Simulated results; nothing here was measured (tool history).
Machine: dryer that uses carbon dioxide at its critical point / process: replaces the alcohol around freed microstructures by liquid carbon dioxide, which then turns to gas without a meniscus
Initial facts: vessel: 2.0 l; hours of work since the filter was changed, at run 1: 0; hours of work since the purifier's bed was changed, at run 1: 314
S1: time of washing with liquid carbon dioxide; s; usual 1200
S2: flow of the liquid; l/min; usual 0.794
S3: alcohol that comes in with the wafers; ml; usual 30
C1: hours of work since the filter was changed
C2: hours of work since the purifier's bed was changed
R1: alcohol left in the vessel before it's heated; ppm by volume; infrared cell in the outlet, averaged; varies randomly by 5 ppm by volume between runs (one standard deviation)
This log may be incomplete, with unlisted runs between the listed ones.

run    hour    S1     S2   S3   C1   C2   R1
  1     0.0  1200  0.794   30    0  314   52
  2    39.0  1200  0.794   30   13  328   56
  3    76.9  1200  0.794   30   26  341   51
  4    93.7  1200  0.794   30   32  346   51
  5   114.7  1200  0.794   30   39  354   59
  6   148.5  1200  0.794   30   51  365   48
  7   183.3  1200  0.794   30   63  377   64
  8   202.0  1200  0.794   30   69  384   67
  9   230.0  1200  0.794   30   79  393   64
 10   258.1  1200  0.832   30   89  403   53
 11   295.2  1200  0.832   30  101  416   64
 12   324.8  1200  0.794   42  111  426   77
 13   356.7  1200  0.831   42  122  437   79
 14   390.4  1200  0.831   42  134  448   68
 15   409.1  1200  0.831   42  140  455   74
 16   427.4  1200  1.186   30  147  461   48
 17   455.2  1200  1.186   30  156  470   65
 18   481.0  1200  1.186   30  165  479   65
 19   506.1  1200  0.794   30  174  488   75
 20   540.4  1200  0.794   30  185  500   75
 21   575.3  1200  0.794   30  197  512   70
 22   591.8   780  0.794  111  203  517  752
 23   618.6  1080  0.775   42  212  527  115
 24   656.8  1320  0.693   43  225  540  101
 25   676.1  1680  0.681   35  232  546   68
 26   711.9   720  0.880   74  244  559  496
 27   731.9   960  1.236   74  251  565   71
 28   756.6   960  1.236   74  260  574   77
 29   784.3   900  1.182  118  269  583   97
 30   814.6   900  1.182  118  279  594  107
 31   853.7  1200  0.509   28  293  607  257
 32   871.9  1200  0.534   58  299  613  410
 33   908.5  1200  0.794   22  312  626   76
 34   932.3  1200  0.794   22  320  634   90
 35   950.5  1200  0.941   22  326  640   77
 36   973.3  1560  1.027   28  334  648   60
 37  1010.4  1200  1.263   71  347  661   75
 38  1030.6  1080  0.613   36  354  668  255
 39  1058.4  1320  0.794   30  363  677   83
 40  1084.8  1020  1.230   22  372  686   85
 41  1101.9  1020  1.230   22  378  692   77
 42  1136.1  1020  1.230   22  390  704   82

For some of the steps in R1 from one run to the next: how much would appear even if the tool had no hidden state, given the settings, what came in and random variation, and how much remains for the hidden state plus any gauge scatter that the measured result and the result without hidden state don't share?
What the log doesn't record here: flow that reaches the vessel past the clogged filter, %; alcohol in the recycled carbon dioxide, ppm; drift of the gauge itself on alcohol_ppm, %.
Run 21 -> 22: S1 1200 -> 780, S3 30 -> 111. R1 +682 ppm by volume: hidden state +96, all else +586.
Run 22 -> 23: S1 780 -> 1080, S2 0.794 -> 0.775, S3 111 -> 42. R1 -637 ppm by volume: hidden state -88, all else -549.
Run 25 -> 26: S1 1680 -> 720, S2 0.681 -> 0.880, S3 35 -> 74. R1 +428 ppm by volume: hidden state +74, all else +354.
